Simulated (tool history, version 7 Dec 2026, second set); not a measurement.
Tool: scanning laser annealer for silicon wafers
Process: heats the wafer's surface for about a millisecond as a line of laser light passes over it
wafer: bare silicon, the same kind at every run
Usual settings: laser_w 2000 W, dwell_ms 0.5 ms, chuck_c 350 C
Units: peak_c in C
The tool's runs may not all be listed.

run,hour,laser_w,dwell_ms,chuck_c,peak_c
1,0,2000,0.5,350,1075
2,24,2000,0.5,350,1070
3,38.6,2000,0.5,350,1074
4,60.1,2000,0.5,350,1070
5,83.6,2000,0.5,350,1073
6,107.8,2000,0.5,340,1060
7,133.2,2000,0.5,340,1060
8,147.6,2000,0.5,350,1073
9,166.9,2000,0.5,363,1086
10,197.8,2000,0.476,350,1052
11,223.4,2000,0.476,350,1052
12,247.1,2000,0.5,350,1070
13,268,2182,0.5,350,1134
14,282.4,2182,0.5,350,1135
15,309,2182,0.5,350,1132
16,341,1761,0.5,350,982
# hour 344.5: window over the wafer cleaned
17,358.6,2000,0.5,321,1028
# hour 380: optics aligned, line set to its width
18,380.3,1871,0.5,350,1031
19,406.6,1871,0.5,350,1030
# hour 437: window over the wafer cleaned, once more
20,437,1871,0.5,350,1055
21,453.9,1871,0.5,350,1055
22,473.6,2136,0.62,316,1201

Run 23 comes next. What will it give?
23,504.6,2116,0.361,340,?

peak_c: 1024 C
Without the tool's hidden state the same run would have given peak_c 1029 C.

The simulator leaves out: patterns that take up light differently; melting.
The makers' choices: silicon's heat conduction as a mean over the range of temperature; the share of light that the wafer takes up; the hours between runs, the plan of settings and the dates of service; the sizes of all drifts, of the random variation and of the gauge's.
